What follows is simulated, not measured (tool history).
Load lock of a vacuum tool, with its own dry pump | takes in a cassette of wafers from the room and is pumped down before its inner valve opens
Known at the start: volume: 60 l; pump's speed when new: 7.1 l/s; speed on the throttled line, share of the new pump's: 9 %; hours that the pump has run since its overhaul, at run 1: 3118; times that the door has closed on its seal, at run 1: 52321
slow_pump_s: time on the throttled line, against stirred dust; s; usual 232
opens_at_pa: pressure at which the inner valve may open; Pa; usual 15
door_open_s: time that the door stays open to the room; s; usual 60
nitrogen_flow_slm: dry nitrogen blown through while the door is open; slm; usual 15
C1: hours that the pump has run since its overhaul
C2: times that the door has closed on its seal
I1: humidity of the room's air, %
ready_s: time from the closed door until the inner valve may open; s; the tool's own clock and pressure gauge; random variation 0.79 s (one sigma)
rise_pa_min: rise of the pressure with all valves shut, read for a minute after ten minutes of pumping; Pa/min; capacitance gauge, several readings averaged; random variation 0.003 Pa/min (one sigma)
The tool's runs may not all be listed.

run 1 hour=0.0 | slow_pump_s=232 opens_at_pa=15 door_open_s=60 nitrogen_flow_slm=15 | C1=3118 C2=52321 | I1=45.1 | ready_s=288.9 rise_pa_min=0.188
run 2 hour=631.8 | slow_pump_s=232 opens_at_pa=15 door_open_s=60 nitrogen_flow_slm=15 | C1=3750 C2=54711 | I1=44.8 | ready_s=288.0 rise_pa_min=0.205
run 3 hour=909.4 | slow_pump_s=232 opens_at_pa=15 door_open_s=60 nitrogen_flow_slm=15 | C1=4027 C2=55761 | I1=44.5 | ready_s=287.3 rise_pa_min=0.206
run 4 hour=1305.6 | slow_pump_s=232 opens_at_pa=15 door_open_s=60 nitrogen_flow_slm=15 | C1=4423 C2=57260 | I1=44.2 | ready_s=287.9 rise_pa_min=0.215
run 5 hour=1866.9 | slow_pump_s=232 opens_at_pa=15 door_open_s=60 nitrogen_flow_slm=17 | C1=4985 C2=59383 | I1=45.1 | ready_s=286.5 rise_pa_min=0.221
run 6 hour=2338.0 | slow_pump_s=232 opens_at_pa=15 door_open_s=117 nitrogen_flow_slm=15 | C1=5456 C2=61165 | I1=45.1 | ready_s=288.7 rise_pa_min=0.249
run 7 hour=2704.5 | slow_pump_s=232 opens_at_pa=15 door_open_s=60 nitrogen_flow_slm=15 | C1=5822 C2=62552 | I1=46.9 | ready_s=288.3 rise_pa_min=0.245
-- hour=3183.4 door's seal changed, seat wiped
run 8 hour=3251.3 | slow_pump_s=232 opens_at_pa=15 door_open_s=60 nitrogen_flow_slm=15 | C1=6368 C2=257 | I1=45.9 | ready_s=289.6 rise_pa_min=0.037
run 9 hour=3841.4 | slow_pump_s=232 opens_at_pa=22 door_open_s=60 nitrogen_flow_slm=15 | C1=6958 C2=2490 | I1=44.8 | ready_s=286.2 rise_pa_min=0.034
run 10 hour=4108.4 | slow_pump_s=232 opens_at_pa=22 door_open_s=60 nitrogen_flow_slm=15 | C1=7225 C2=3499 | I1=44.1 | ready_s=286.6 rise_pa_min=0.032
run 11 hour=4463.3 | slow_pump_s=232 opens_at_pa=15 door_open_s=60 nitrogen_flow_slm=15 | C1=7580 C2=4842 | I1=42.4 | ready_s=289.2 rise_pa_min=0.035
run 12 hour=5007.1 | slow_pump_s=232 opens_at_pa=15 door_open_s=60 nitrogen_flow_slm=15 | C1=8123 C2=6899 | I1=44.9 | ready_s=289.1 rise_pa_min=0.047
run 13 hour=5667.6 | slow_pump_s=232 opens_at_pa=20 door_open_s=60 nitrogen_flow_slm=4 | C1=8784 C2=9398 | I1=43.8 | ready_s=286.2 rise_pa_min=0.058
run 14 hour=6318.9 | slow_pump_s=232 opens_at_pa=12 door_open_s=106 nitrogen_flow_slm=15 | C1=9435 C2=11861 | I1=44.6 | ready_s=291.6 rise_pa_min=0.060
run 15 hour=6869.4 | slow_pump_s=232 opens_at_pa=25 door_open_s=170 nitrogen_flow_slm=15 | C1=9986 C2=13944 | I1=40.7 | ready_s=284.7 rise_pa_min=0.074

Forecast run 16:
run 16 hour=7331.1 | slow_pump_s=440 opens_at_pa=15 door_open_s=179 nitrogen_flow_slm=19 | C1=10447 C2=15690 | I1=47.4 | ready_s=? rise_pa_min=?

{"run 16": {"ready_s": 478.4, "rise_pa_min": 0.087}}
Without the tool's hidden state the same run would have given ready_s 476.3 s, rise_pa_min 0.058 Pa/min.
